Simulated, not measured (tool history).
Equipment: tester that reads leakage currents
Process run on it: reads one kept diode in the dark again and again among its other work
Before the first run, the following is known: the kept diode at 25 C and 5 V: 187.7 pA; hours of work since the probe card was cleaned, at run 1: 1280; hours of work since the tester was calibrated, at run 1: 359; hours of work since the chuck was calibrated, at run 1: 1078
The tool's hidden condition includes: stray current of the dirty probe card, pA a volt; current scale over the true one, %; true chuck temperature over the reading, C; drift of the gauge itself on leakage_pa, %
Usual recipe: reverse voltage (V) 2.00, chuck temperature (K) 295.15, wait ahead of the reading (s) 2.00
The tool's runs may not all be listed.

run	hour	reverse voltage (V)	chuck temperature (K)	wait ahead of the reading (s)	hours of work since the probe card was cleaned	hours of work since the tester was calibrated	hours of work since the chuck was calibrated	current that the tester gives (pA)
1	0.0	2.00	295.15	2.00	1280	359	1078	78.52
2	31.8	2.00	295.15	2.00	1299	379	1098	78.22
3	76.3	2.00	295.15	2.00	1327	406	1126	78.47
4	100.3	2.00	295.15	2.00	1342	421	1141	78.45
5	127.0	2.00	295.15	2.00	1359	438	1157	78.55
6	172.5	2.00	295.15	2.00	1387	466	1186	77.57
# hour 177.6: probe card cleaned and baked
7	200.6	1.86	305.15	2.00	14	482	1201	182.14
8	236.9	1.86	305.15	2.00	37	505	1224	182.57
9	259.9	6.93	295.15	5.92	51	519	1239	166.29
10	290.6	2.92	330.15	2.27	71	538	1258	1761.82
# hour 305.5: probe card cleaned and baked, once more
11	329.2	2.92	330.15	2.27	15	561	1280	1756.06
12	373.1	2.92	330.15	2.27	42	588	1307	1762.34

For each run, the measured value with the value that run would have given without the tool's hidden condition subtracted. The run-to-run variation is shared by both, the gauge scatter possibly not:
run	current that the tester gives (pA)
1	-4.83
2	-4.91
3	-5.04
4	-5.10
5	-5.19
6	-5.25
7	-12.83
8	-13.12
9	-6.57
10	-126.76
11	-132.12
12	-135.31
